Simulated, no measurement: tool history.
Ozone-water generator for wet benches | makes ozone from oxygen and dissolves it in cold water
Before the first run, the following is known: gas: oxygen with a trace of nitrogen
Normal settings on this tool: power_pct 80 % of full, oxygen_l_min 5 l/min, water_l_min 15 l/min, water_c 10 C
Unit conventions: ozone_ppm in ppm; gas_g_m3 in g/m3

run   hour  power_pct  oxygen_l_min  water_l_min  water_c  ozone_ppm  gas_g_m3
  1      0         80             5           15       10       31.9     245.9
  2   41.5         80             5           15        8       33.6     244.1
  3   69.9         80             5           15       10       32.6     246.3
  4  116.1         80             5           15       10       32.7     243.7
  5  149.5         80             5           15       10       32.3     243.3
  6  179.1         80             5           15       10       32.5       243
       187  -- contactor cleaned
  7  222.1         80             5           15       10       32.1     242.4
  8  243.4         56          2.69           11       10       26.4     220.1
  9  288.7         56          2.69           11       10       25.9       219
 10  323.3         66          5.26           11       10       33.9     197.6
 11  373.5         80             5           16       10       30.2     243.2
 12    401         82          6.68           16        7       33.9     223.3
 13  451.6         82          2.53           16        7       26.1     321.5
     461.8  -- contactor cleaned, once more
 14  487.2         80          6.43           13        8       39.5     222.3

What if the next run were any one of these 5? Each begins from the tool's condition after run 14:
  A  534.8         54          6.43           23        9          ?         ?
  B  534.8         80             5           10       10          ?         ?
  C  534.8         87          8.94           12       10          ?         ?
  D  534.8         53          6.43           13        8          ?         ?
  E  534.8         80             5           15       16          ?         ?

run  ozone_ppm  gas_g_m3
  A       16.7     153.5
  B         44       243
  C       43.9     209.5
  D       27.3     151.8
  E       29.9     242.4
Take away the tool's hidden state, keep each run's random variation, and the runs would have read:
run  ozone_ppm  gas_g_m3
  A       16.9     155.1
  B       44.9     246.7
  C       44.8     212.9
  D       27.7     153.2
  E       30.5       246

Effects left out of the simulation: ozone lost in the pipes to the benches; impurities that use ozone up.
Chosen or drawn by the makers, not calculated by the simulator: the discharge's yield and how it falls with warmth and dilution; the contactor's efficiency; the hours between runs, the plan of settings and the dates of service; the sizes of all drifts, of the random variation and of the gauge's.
